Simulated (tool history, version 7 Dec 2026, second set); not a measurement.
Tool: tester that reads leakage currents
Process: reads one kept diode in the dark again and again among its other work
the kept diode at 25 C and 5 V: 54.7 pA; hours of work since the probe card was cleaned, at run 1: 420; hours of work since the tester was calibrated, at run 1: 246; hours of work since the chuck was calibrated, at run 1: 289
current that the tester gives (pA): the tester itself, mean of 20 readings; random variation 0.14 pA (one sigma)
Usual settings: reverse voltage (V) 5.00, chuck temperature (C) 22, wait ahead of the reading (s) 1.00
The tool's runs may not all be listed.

run	hour	reverse voltage (V)	chuck temperature (C)	wait ahead of the reading (s)	hours of work since the probe card was cleaned	hours of work since the tester was calibrated	hours of work since the chuck was calibrated	current that the tester gives (pA)
1	0.0	5.00	22	1.00	420	246	289	48.19
2	46.0	5.00	22	1.00	444	270	313	48.50
3	91.3	5.00	22	1.00	468	294	337	48.34
4	123.5	4.29	22	1.00	485	311	354	43.85
5	154.3	5.00	22	3.48	501	327	370	47.39
6	192.4	5.00	22	3.48	521	347	390	47.91
7	220.3	5.00	22	3.48	536	362	405	47.85
8	278.6	5.00	22	3.48	566	392	435	48.37
9	309.8	5.00	22	2.34	583	409	451	48.50
10	349.9	5.00	22	2.34	604	430	472	48.69
11	391.1	5.00	22	2.34	625	451	494	48.92
12	439.9	2.88	22	1.00	651	477	520	35.12
13	494.6	2.88	22	1.00	679	505	548	35.52
14	544.3	2.88	22	1.00	705	531	574	35.51
15	585.5	2.88	22	1.00	727	553	596	35.79
16	636.0	3.38	22	1.00	753	579	622	39.77
17	686.4	6.01	25	0.50	780	606	649	76.35
18	747.0	4.10	22	1.97	812	638	680	44.80
# hour 752.6: tester calibrated
19	794.8	1.65	20	1.97	836	22	704	21.41
20	853.8	1.65	20	1.97	866	53	735	21.31
21	900.5	5.00	34	1.00	891	77	760	136.09
22	950.5	5.77	33	1.00	917	104	786	137.60
23	976.8	5.77	33	1.00	931	117	800	138.94
# hour 997.7: chuck's temperature calibrated
24	1017.2	5.00	37	1.00	951	138	10	164.21
# hour 1033.6: tester calibrated, once more
25	1056.3	5.00	52	0.30	970	12	30	525.72

Forecast each of these 3 alternatives for the next run:
A	1111.2	6.70	52	6.47	999	41	58	?
B	1111.2	5.00	29	3.89	999	41	58	?
C	1111.2	6.49	56	8.47	999	41	58	?

run	current that the tester gives (pA)
A	620.65
B	86.06
C	821.43
Without the tool's hidden state the same runs would have given:
run	current that the tester gives (pA)
A	608.46
B	78.78
C	808.60
